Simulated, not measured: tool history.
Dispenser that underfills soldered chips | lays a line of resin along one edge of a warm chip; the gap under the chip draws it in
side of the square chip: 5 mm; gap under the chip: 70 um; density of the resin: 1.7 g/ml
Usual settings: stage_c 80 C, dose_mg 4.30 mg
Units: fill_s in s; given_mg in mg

Run 1, hour 0.0: usual settings. Result: fill_s 9.7 s, given_mg 3.99 mg.
Run 2, hour 5.2: usual settings. Result: fill_s 13.0 s, given_mg 4.01 mg.
Run 3, hour 9.8: usual settings. Result: fill_s 7.5 s, given_mg 3.92 mg.
Run 4, hour 17.2: usual settings. Result: fill_s 11.9 s, given_mg 3.98 mg.
Run 5, hour 23.0: usual settings. Result: fill_s 7.2 s, given_mg 3.94 mg.
Run 6, hour 26.5: usual settings. Result: fill_s 9.2 s, given_mg 3.93 mg.
Run 7, hour 31.5: usual settings. Result: fill_s 11.6 s, given_mg 3.96 mg.
Run 8, hour 35.9: usual settings but stage_c 78 C. Result: fill_s 8.1 s, given_mg 3.89 mg.
Run 9, hour 42.8: usual settings but stage_c 78 C. Result: fill_s 10.5 s, given_mg 4.32 mg.
Run 10, hour 47.6: usual settings but stage_c 91 C, dose_mg 5.54 mg. Result: fill_s 3.3 s, given_mg 5.51 mg.
Run 11, hour 53.4: usual settings but stage_c 91 C, dose_mg 5.54 mg. Result: fill_s 4.8 s, given_mg 5.42 mg.

Taken out of this log: 5 entries between the listed runs. Where each belongs, and how the hidden state differs across it:
Between runs 2 and 3: new syringe of resin (hour 5.9)
  resin's viscosity, % of fresh resin's: 209.1 -> 127.2; dose that the valve gives, % of what is set: 92.8 -> 92.54; true chip temperature over the reading, C: 0.46 -> 0.47
  measured less the result without the state, fill_s: +6.6 -> +1.6 s; given_mg: -0.31 -> -0.32 mg
Between runs 4 and 5: new syringe of resin (hour 19.7)
  resin's viscosity, % of fresh resin's: 194.4 -> 120.6; dose that the valve gives, % of what is set: 92.09 -> 91.79; true chip temperature over the reading, C: 0.49 -> 0.5
  measured less the result without the state, fill_s: +5.7 -> +1.2 s; given_mg: -0.34 -> -0.35 mg
Between runs 7 and 8: new syringe of resin (hour 33.2)
  resin's viscosity, % of fresh resin's: 196 -> 115.7; dose that the valve gives, % of what is set: 91.28 -> 91.07
  measured less the result without the state, fill_s: +5.7 -> +1.0 s; given_mg: -0.37 -> -0.39 mg
Between runs 8 and 9: dispensing valve cleaned and set on the balance (hour 38.6)
  resin's viscosity, % of fresh resin's: 115.7 -> 162.6; dose that the valve gives, % of what is set: 91.07 -> 99.74; true chip temperature over the reading, C: 0.52 -> 0.54
  measured less the result without the state, fill_s: +1.0 -> +3.8 s; given_mg: -0.39 -> -0.01 mg
Between runs 9 and 10: new syringe of resin (hour 47.6)
  resin's viscosity, % of fresh resin's: 162.6 -> 100.6; dose that the valve gives, % of what is set: 99.74 -> 99.46; true chip temperature over the reading, C: 0.54 -> 0.55
  measured less the result without the state, fill_s: +3.8 -> +0.0 s; given_mg: -0.01 -> -0.03 mg

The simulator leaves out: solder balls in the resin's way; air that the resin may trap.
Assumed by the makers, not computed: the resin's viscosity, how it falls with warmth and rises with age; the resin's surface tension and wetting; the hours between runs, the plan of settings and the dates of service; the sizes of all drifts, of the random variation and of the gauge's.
